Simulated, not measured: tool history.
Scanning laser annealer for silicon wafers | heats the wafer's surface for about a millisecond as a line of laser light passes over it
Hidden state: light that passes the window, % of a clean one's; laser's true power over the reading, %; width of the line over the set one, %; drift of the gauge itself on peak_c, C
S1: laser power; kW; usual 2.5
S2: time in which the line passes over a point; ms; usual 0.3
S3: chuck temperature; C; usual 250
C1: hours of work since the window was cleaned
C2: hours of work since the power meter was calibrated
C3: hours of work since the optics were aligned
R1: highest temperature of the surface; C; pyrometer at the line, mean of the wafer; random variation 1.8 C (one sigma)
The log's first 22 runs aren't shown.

run	hour	S1	S2	S3	C1	C2	C3	R1
23	207.8	2.5	0.304	252	55	414	136	1066
24	220.2	2.513	0.258	250	65	423	145	1011
25	229.1	2.592	0.3	225	71	429	152	1064
26	241.4	2.592	0.3	225	80	438	161	1066
27	247.3	2.592	0.3	225	85	443	165	1060
28	258	2.592	0.3	225	92	451	173	1063
29	264.3	2.592	0.3	225	97	455	178	1060
30	273.4	2.592	0.3	225	104	462	184	1063
31	286.4	2.592	0.3	225	113	472	194	1058
32	293	2.214	0.378	250	118	476	199	1044
33	302.3	2.292	0.216	250	125	483	206	885
34	313.2	2.265	0.3	220	133	491	214	951
35	326.9	2.455	0.251	235	143	501	224	961
36	338.5	2.259	0.3	250	152	510	232	977
37	345	2.243	0.344	238	156	515	237	1007
38	353	2.5	0.214	258	162	521	243	944
39	360.9	2.549	0.342	256	168	526	249	1124
40	369.1	2.549	0.342	256	174	532	255	1124

Forecast each of these 4 alternatives for the next run:
A	376.8	2.322	0.263	246	180	538	261	?
B	376.8	2.195	0.345	250	180	538	261	?
C	376.8	2.138	0.3	250	180	538	261	?
D	376.8	2.558	0.342	256	180	538	261	?

run	R1
A	950
B	1003
C	934
D	1129
Without the tool's hidden state the same runs would have given:
run	R1
A	965
B	1019
C	948
D	1147
